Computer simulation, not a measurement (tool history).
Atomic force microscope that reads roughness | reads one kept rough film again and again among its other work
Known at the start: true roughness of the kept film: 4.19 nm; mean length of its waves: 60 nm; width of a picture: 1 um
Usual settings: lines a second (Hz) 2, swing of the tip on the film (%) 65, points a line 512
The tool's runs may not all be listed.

run   hour  lines a second (Hz)  swing of the tip on the film (%)  points a line  roughness of the kept film (nm (root mean square))
  1      0                    2                                65            512                                               3.727
  2    5.7                    2                                65            512                                               3.729
  3     16                    2                                65            512                                               3.743
  4   24.2                    2                                65            512                                               3.734
  5   35.2                 1.67                                65            512                                               3.739
        42  -- new tip fitted
  6   46.7                 1.67                                65            512                                               3.774
  7     53                 1.67                                65            512                                               3.773
  8   58.6                 1.67                                65            512                                                3.77
  9   63.7                 1.67                                65            740                                               3.808
 10   73.5                 1.67                                65            740                                               3.749
 11   80.6                 1.67                                65            740                                               3.804
 12   86.9                 1.67                                65            740                                               3.786
 13   96.3                 1.09                                65            740                                               3.879
 14  105.5                 1.09                                65            740                                               3.859
 15  112.2                 1.09                                65            740                                               3.865
 16  123.1                    2                                65            512                                               3.734
 17  133.8                    2                                65            512                                               3.744
     139.8  -- new tip fitted
 18  143.4                    2                                65            512                                               3.717
 19  148.1                    2                                65            512                                               3.748
 20  156.5                    2                                65            512                                               3.727
 21  162.4                    2                                65            512                                               3.727
 22  169.2                    2                                65            512                                               3.738
 23  175.3                    2                                65            512                                               3.723
 24  182.3                    2                                65            352                                               3.714
 25  190.2                 1.21                                65            488                                               3.852
 26  194.8                 1.17                                58            783                                               3.938
 27  199.6                 2.51                                73            345                                               3.437
 28    205                 3.51                                65            924                                                3.52
 29  214.5                 3.51                                65            924                                               3.518
 30  222.5                 3.51                                65            924                                               3.512
 31  229.8                 0.95                                65            460                                               3.864
     237.1  -- new tip fitted
 32  238.3                 1.39                                59            898                                               3.908
 33  248.9                    2                                65            725                                               3.737
 34  257.8                 0.75                                56            447                                                3.96
 35  263.9                 0.75                                56            447                                               3.995
 36  270.3                 0.75                                56            447                                                   4
 37    275                 0.51                                67            447                                               3.961
 38  279.6                 0.51                                67            447                                               3.965
 39  288.6                 1.84                                87            475                                               3.226
 40  294.6                 1.84                                87            475                                               3.212
 41  299.8                 1.84                                87            475                                               3.227
 42    309                 2.05                                89            388                                               3.104
 43    317                    2                                74            768                                               3.538
 44  322.7                    2                                57            930                                               3.859
 45  331.9                    2                                57            930                                               3.837
     334.6  -- new tip fitted
 46  338.1                    2                                57            930                                                3.86

3 ways to go on from here, each from the tool as it stands after run 46. What would each give?
  A  347.9                    2                                57            928                                                   ?
  B  347.9                    2                                66            930                                                   ?
  C  347.9                 2.47                                72            259                                                   ?

run  roughness of the kept film (nm (root mean square))
  A                                               3.877
  B                                               3.698
  C                                               3.464
Without the tool's hidden state the same runs would have given:
run  roughness of the kept film (nm (root mean square))
  A                                               3.879
  B                                               3.699
  C                                               3.465
